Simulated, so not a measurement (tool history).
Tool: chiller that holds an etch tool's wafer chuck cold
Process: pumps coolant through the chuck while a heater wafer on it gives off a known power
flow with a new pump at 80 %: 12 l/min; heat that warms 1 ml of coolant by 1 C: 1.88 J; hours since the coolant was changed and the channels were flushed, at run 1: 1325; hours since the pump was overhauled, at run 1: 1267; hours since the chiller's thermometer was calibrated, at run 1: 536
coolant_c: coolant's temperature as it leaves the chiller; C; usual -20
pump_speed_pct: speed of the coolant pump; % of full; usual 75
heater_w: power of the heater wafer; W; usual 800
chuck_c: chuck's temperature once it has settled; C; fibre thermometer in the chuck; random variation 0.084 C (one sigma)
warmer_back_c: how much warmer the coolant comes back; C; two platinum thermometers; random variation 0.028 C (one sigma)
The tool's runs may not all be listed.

run     day  coolant_c  pump_speed_pct  heater_w  hours since the coolant was changed and the channels were flushed  hours since the pump was overhauled  hours since the chiller's thermometer was calibrated  chuck_c  warmer_back_c
  1       0        -20              75       800                                                               1325                                 1267                                                   536   -11.58           2.32
  2   1.462        -20              75       800                                                               1360                                 1302                                                   571   -11.46           2.34
  3   2.304        -20              75       450                                                               1381                                 1322                                                   591   -15.27           1.34
  4   3.171        -20              75       450                                                               1401                                 1343                                                   612   -15.47           1.34
  5       5        -20              75       450                                                               1445                                 1387                                                   656   -15.28           1.32
  6   6.329        -20              65       800                                                               1477                                 1419                                                   688   -10.61           2.72
  7   7.129        -20              65       800                                                               1496                                 1438                                                   707   -10.55           2.74
  8   8.383        -26              75       800                                                               1527                                 1468                                                   737   -17.54            2.4
  9   9.446        -20              75       800                                                               1552                                 1493                                                   763   -11.48           2.35
 10  11.317        -20              75       800                                                               1597                                 1538                                                   808   -11.51           2.39
 11  12.546        -20              75       800                                                               1627                                 1568                                                   837   -11.36           2.39
 12    13.8        -20              75       800                                                               1657                                 1598                                                   867   -11.44           2.45
 13  14.688        -20              75       800                                                               1678                                 1619                                                   889    -11.5           2.37
 14  16.467        -20              75       800                                                               1721                                 1662                                                   931   -11.33           2.37
 15  18.271        -20              75       803                                                               1764                                 1705                                                   974   -11.41            2.4
 16  20.012        -20              75       803                                                               1806                                 1747                                                  1016   -11.54            2.4
 17  21.292        -26              87       482                                                               1836                                 1778                                                  1047   -21.48           1.25
 18  22.767        -23              63      1036                                                               1872                                 1813                                                  1082   -10.35            3.7
     22.942  -- chiller's thermometer calibrated
 19  24.504        -19              75       453                                                               1912                                 1854                                                    37   -14.43            1.4
 20  25.996        -27              64       800                                                               1948                                 1890                                                    73   -17.64            2.8
 21  27.429        -14              70       847                                                               1983                                 1924                                                   108     -4.6            2.7
     28.442  -- chiller's thermometer calibrated, once more
 22  28.442        -14              70       847                                                               2006                                 1947                                                     0    -4.02           2.73
 23  29.808        -13              68       755                                                               2039                                 1980                                                    33    -3.97           2.52
 24  31.629        -13              68       755                                                               2082                                 2024                                                    77    -3.97           2.49
 25  32.554        -19              99       800                                                               2105                                 2046                                                    99   -11.58           1.86
 26  33.454        -12              67       800                                                               2126                                 2068                                                   120    -2.36           2.73
 27  34.917        -20              62       800                                                               2161                                 2103                                                   155    -9.96           2.91
 28  36.262        -20              62       672                                                               2194                                 2135                                                   188   -11.37           2.43
 29  37.442        -11              75      1068                                                               2222                                 2163                                                   216     1.04           3.19
 30   38.45        -24              74       404                                                               2246                                 2188                                                   240   -19.49           1.21
 31  40.004        -15              75       550                                                               2283                                 2225                                                   278    -8.86           1.65
 32  40.908        -21              75      1027                                                               2305                                 2247                                                   299    -9.69           3.14

4 options for the next run, each taken on its own from the tool as it stands now. Forecast them:
  A  42.683        -23              60       719                                                               2348                                 2289                                                   342        ?              ?
  B  42.683        -13              72       504                                                               2348                                 2289                                                   342        ?              ?
  C  42.683        -22              92       793                                                               2348                                 2289                                                   342        ?              ?
  D  42.683        -21              79       488                                                               2348                                 2289                                                   342        ?              ?

run  chuck_c  warmer_back_c
  A   -13.56           2.73
  B    -7.38           1.57
  C   -14.39           1.96
  D   -15.64           1.45
With no hidden state in the tool, these same runs would have given:
run  chuck_c  warmer_back_c
  A   -14.56           2.55
  B    -7.97           1.46
  C   -15.21           1.83
  D   -16.17           1.35
